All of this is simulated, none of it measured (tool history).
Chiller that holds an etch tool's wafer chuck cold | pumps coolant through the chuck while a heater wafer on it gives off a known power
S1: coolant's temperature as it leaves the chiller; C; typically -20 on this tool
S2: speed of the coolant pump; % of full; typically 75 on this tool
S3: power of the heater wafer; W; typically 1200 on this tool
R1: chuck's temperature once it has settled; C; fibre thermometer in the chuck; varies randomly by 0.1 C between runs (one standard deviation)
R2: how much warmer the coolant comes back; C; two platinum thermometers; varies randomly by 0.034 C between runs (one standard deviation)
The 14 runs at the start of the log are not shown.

Run 15, day 71.058: usual settings. Result: R1 -7.8 C, R2 6.05 C.
At day 71.796: coolant pump overhauled.
Run 16, day 76.033: usual settings. Result: R1 -7.5 C, R2 6.18 C.
Run 17, day 82.442: usual settings. Result: R1 -7.5 C, R2 6.2 C.
Run 18, day 87.542: usual settings. Result: R1 -7.3 C, R2 6.25 C.
Run 19, day 90.629: usual settings but S3 1580 W. Result: R1 -2.9 C, R2 8.21 C.
Run 20, day 96.712: usual settings but S1 -19 C, S2 78 % of full, S3 695 W. Result: R1 -12.3 C, R2 3.48 C.
Run 21, day 100.671: usual settings but S1 -17 C, S2 78 % of full, S3 1602 W. Result: R1 0 C, R2 7.94 C.
Run 22, day 103.6: usual settings but S1 -17 C, S2 66 % of full, S3 644 W. Result: R1 -9.5 C, R2 3.87 C.
At day 105.817: coolant pump overhauled, once more.
Run 23, day 109.696: usual settings but S1 -17 C, S2 66 % of full, S3 644 W. Result: R1 -10.8 C, R2 3.22 C.
Run 24, day 116.271: usual settings but S1 -19 C. Result: R1 -8.1 C, R2 5.24 C.
Run 25, day 121.771: usual settings but S1 -21 C, S3 811 W. Result: R1 -13.9 C, R2 3.49 C.
At day 124.529: chiller's thermometer calibrated.
Run 26, day 124.696: usual settings but S1 -21 C, S3 811 W. Result: R1 -13 C, R2 3.49 C.
Run 27, day 130.621: usual settings but S1 -21 C, S3 811 W. Result: R1 -12.8 C, R2 3.55 C.
Run 28, day 136.821: usual settings but S1 -12 C, S2 62 % of full, S3 811 W. Result: R1 -2.3 C, R2 4.39 C.
At day 138.171: coolant changed, channels flushed.
Run 29, day 139.875: usual settings but S1 -11 C, S2 66 % of full, S3 630 W. Result: R1 -4.8 C, R2 3.21 C.
Run 30, day 144.412: usual settings but S1 -11 C, S2 70 % of full, S3 1050 W. Result: R1 -1.2 C, R2 5.01 C.
Run 31, day 147.425: usual settings but S1 -27 C, S2 91 % of full, S3 1050 W. Result: R1 -19.3 C, R2 3.81 C.
Run 32, day 153.229: usual settings but S1 -15 C. Result: R1 -4.3 C, R2 5.28 C.

Here are 3 independent what-if runs from the current tool condition. What would each one return?
Run A, day 158.429: usual settings but S1 -21 C, S3 616 W. Result: R1 ?, R2 ?.
Run B, day 158.429: usual settings but S1 -23 C, S2 98 % of full. Result: R1 ?, R2 ?.
Run C, day 158.429: usual settings but S2 84 % of full. Result: R1 ?, R2 ?.

run     R1    R2
  A  -15.5  2.72
  B  -14.8  4.01
  C  -10.5  4.67
With the hidden condition removed and each run's random variation left untouched, the same runs would have given:
run     R1    R2
  A  -15.4  2.66
  B  -14.8  3.91
  C  -10.6  4.55

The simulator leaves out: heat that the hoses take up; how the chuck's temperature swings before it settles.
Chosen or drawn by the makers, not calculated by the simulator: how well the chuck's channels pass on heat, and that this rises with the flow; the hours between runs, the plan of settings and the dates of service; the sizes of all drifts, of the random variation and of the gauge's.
